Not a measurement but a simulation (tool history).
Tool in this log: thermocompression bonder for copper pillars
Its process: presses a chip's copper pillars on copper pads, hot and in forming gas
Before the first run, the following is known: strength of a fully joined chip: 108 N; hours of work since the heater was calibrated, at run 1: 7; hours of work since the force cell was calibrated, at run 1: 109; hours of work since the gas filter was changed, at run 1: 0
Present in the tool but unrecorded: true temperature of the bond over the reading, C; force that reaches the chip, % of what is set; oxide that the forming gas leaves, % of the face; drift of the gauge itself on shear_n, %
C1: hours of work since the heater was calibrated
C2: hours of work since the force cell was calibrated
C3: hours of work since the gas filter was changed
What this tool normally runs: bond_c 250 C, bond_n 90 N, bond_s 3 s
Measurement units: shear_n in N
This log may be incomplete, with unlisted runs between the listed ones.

Run 1, hour 0: usual settings; C1 7; C2 109; C3 0. Result: shear_n 56.72 N.
Run 2, hour 5.4: usual settings; C1 11; C2 113; C3 4. Result: shear_n 56.78 N.
Run 3, hour 13: usual settings; C1 17; C2 119; C3 10. Result: shear_n 56.67 N.
Run 4, hour 19.7: usual settings but bond_n 60 N; C1 22; C2 124; C3 14. Result: shear_n 41.12 N.
Run 5, hour 28.5: usual settings but bond_n 60 N; C1 28; C2 130; C3 21. Result: shear_n 41.18 N.
Run 6, hour 37: usual settings but bond_n 60 N; C1 35; C2 137; C3 27. Result: shear_n 41.16 N.
Run 7, hour 41: usual settings but bond_n 60 N; C1 37; C2 139; C3 30. Result: shear_n 41.06 N.
Run 8, hour 48: usual settings but bond_n 77 N; C1 43; C2 145; C3 35. Result: shear_n 50.4 N.
Run 9, hour 55: usual settings but bond_c 251 C; C1 48; C2 150; C3 40. Result: shear_n 57.45 N.
Run 10, hour 61.7: usual settings; C1 53; C2 155; C3 45. Result: shear_n 56.58 N.
Run 11, hour 65.8: usual settings; C1 56; C2 158; C3 48. Result: shear_n 56.55 N.
Run 12, hour 71.6: usual settings; C1 60; C2 162; C3 53. Result: shear_n 56.74 N.
Run 13, hour 78.8: usual settings; C1 65; C2 167; C3 58. Result: shear_n 56.56 N.
Run 14, hour 84: usual settings; C1 69; C2 171; C3 62. Result: shear_n 56.61 N.
Run 15, hour 88.4: usual settings; C1 72; C2 174; C3 65. Result: shear_n 56.52 N.
Run 16, hour 97.1: usual settings but bond_c 256 C, bond_n 60 N; C1 79; C2 181; C3 71. Result: shear_n 44.99 N.
Run 17, hour 105: usual settings but bond_c 256 C, bond_n 60 N; C1 85; C2 187; C3 77. Result: shear_n 44.84 N.
Run 18, hour 111.9: usual settings but bond_n 67 N; C1 90; C2 192; C3 82. Result: shear_n 45.08 N.
Run 19, hour 120.7: usual settings but bond_n 67 N; C1 96; C2 198; C3 89. Result: shear_n 45.1 N.
Run 20, hour 127.5: usual settings but bond_c 224 C, bond_n 69 N, bond_s 9 s; C1 101; C2 203; C3 94. Result: shear_n 47.14 N.
Run 21, hour 133.7: usual settings but bond_c 252 C, bond_n 117 N; C1 106; C2 208; C3 98. Result: shear_n 69.18 N.
Run 22, hour 141.1: usual settings but bond_c 229 C; C1 111; C2 213; C3 104. Result: shear_n 41.94 N.
Run 23, hour 150.5: usual settings but bond_n 75 N; C1 118; C2 220; C3 110. Result: shear_n 49.33 N.
Run 24, hour 158.3: usual settings but bond_c 266 C, bond_n 57 N; C1 124; C2 226; C3 116. Result: shear_n 49.44 N.
Run 25, hour 166.4: usual settings but bond_c 263 C, bond_n 74 N, bond_s 2 s; C1 130; C2 232; C3 122. Result: shear_n 50.12 N.
Run 26, hour 175.5: usual settings but bond_c 263 C, bond_n 74 N, bond_s 2 s; C1 136; C2 238; C3 129. Result: shear_n 50.35 N.
Run 27, hour 181.8: usual settings but bond_c 272 C, bond_n 54 N; C1 141; C2 243; C3 133. Result: shear_n 51.14 N.

Alternative continuations, all from the tool just after run 27; predict every row:
Run A, hour 186.4: usual settings but bond_c 244 C, bond_n 114 N, bond_s 5 s; C1 144; C2 246; C3 137. Result: shear_n ?.
Run B, hour 186.4: usual settings but bond_s 8 s; C1 144; C2 246; C3 137. Result: shear_n ?.
Run C, hour 186.4: usual settings but bond_c 243 C, bond_n 54 N; C1 144; C2 246; C3 137. Result: shear_n ?.
Run D, hour 186.4: usual settings but bond_c 274 C, bond_n 100 N, bond_s 2 s; C1 144; C2 246; C3 137. Result: shear_n ?.
Run E, hour 186.4: usual settings but bond_c 272 C, bond_n 124 N, bond_s 2 s; C1 144; C2 246; C3 137. Result: shear_n ?.

run  shear_n
  A    72.06
  B    75.87
  C    33.71
  D    70.36
  E    77.97
Had the tool no hidden state, the same runs would have come out as:
run  shear_n
  A    72.09
  B    75.92
  C    33.73
  D     70.4
  E    78.02
